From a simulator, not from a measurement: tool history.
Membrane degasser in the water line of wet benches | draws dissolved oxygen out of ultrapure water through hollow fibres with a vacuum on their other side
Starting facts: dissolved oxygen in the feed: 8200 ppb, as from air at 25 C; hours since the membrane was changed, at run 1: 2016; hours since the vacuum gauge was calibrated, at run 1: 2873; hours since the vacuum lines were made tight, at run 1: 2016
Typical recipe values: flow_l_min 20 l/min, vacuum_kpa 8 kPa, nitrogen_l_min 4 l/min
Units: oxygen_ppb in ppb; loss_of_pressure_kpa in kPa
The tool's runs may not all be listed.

run    hour  flow_l_min  vacuum_kpa  nitrogen_l_min  hours since the membrane was changed  hours since the vacuum gauge was calibrated  hours since the vacuum lines were made tight  oxygen_ppb  loss_of_pressure_kpa
  1       0          20           8               4                                  2016                                         2873                                          2016        65.2                 48.46
  2   205.2          24           8               4                                  2222                                         3078                                          2222        85.3                  58.2
  3   521.4          24           8               4                                  2538                                         3395                                          2538        84.8                 58.01
  4   774.6          24           8               4                                  2791                                         3648                                          2791          86                 58.46
  5  1040.1          24           8               4                                  3057                                         3913                                          3057          85                 58.22
  6  1240.3          24           8               4                                  3257                                         4113                                          3257        85.5                 58.64
  7  1485.8          24           8               4                                  3502                                         4359                                          3502        85.5                 58.46
  8  1650.7          24           8               4                                  3667                                         4524                                          3667        85.8                  58.3
  9  1874.3          20          12               4                                  3891                                         4747                                          3891       114.4                 49.01
     1894.1  -- vacuum gauge calibrated
 10  2094.8          20           8            3.51                                  4111                                          201                                          4111        75.4                 48.87
 11  2229.3          31        7.56             5.7                                  4245                                          335                                          4245       104.4                 75.89
 12  2509.7          16        7.65             2.8                                  4526                                          616                                          4526        67.3                 39.28
 13  2693.1          20           8            4.26                                  4709                                          799                                          4709        64.4                 49.16
 14  2937.2          20           8            9.61                                  4953                                         1043                                          4953        32.4                 49.62
 15  3176.5          13           8            6.65                                  5192                                         1282                                          5192        25.1                 31.99
 16  3478.1          13       10.64            9.78                                  5494                                         1584                                          5494        26.7                 32.49
     3508.3  -- vacuum gauge calibrated, once more
     3691.1  -- seals of the vacuum lines changed
 17  3769.6          13        5.81            2.43                                  5783                                          259                                            78        34.2                 31.84
 18  4078.8          25        5.81            2.43                                  6092                                          568                                           388        81.9                 62.59
 19  4241.8          27        5.81            2.43                                  6255                                          731                                           551        94.9                 67.22

5 options for the next run, each taken on its own from the tool as it stands now. Forecast them:
  A  4496.3          18        7.79            2.43                                  6510                                          986                                           805           ?                     ?
  B  4496.3          29       14.14            2.13                                  6510                                          986                                           805           ?                     ?
  C  4496.3          13        7.66            3.97                                  6510                                          986                                           805           ?                     ?
  D  4496.3          19        6.21            3.79                                  6510                                          986                                           805           ?                     ?
  E  4496.3          29        8.04            4.39                                  6510                                          986                                           805           ?                     ?

run  oxygen_ppb  loss_of_pressure_kpa
  A          85                 45.21
  B       371.6                 72.28
  C        36.8                 32.44
  D        42.1                  47.4
  E         115                 72.05
Without the tool's hidden state the same runs would have given:
run  oxygen_ppb  loss_of_pressure_kpa
  A        83.6                    43
  B       362.7                 68.73
  C        36.5                 30.84
  D        40.3                 45.07
  E       105.9                 68.49
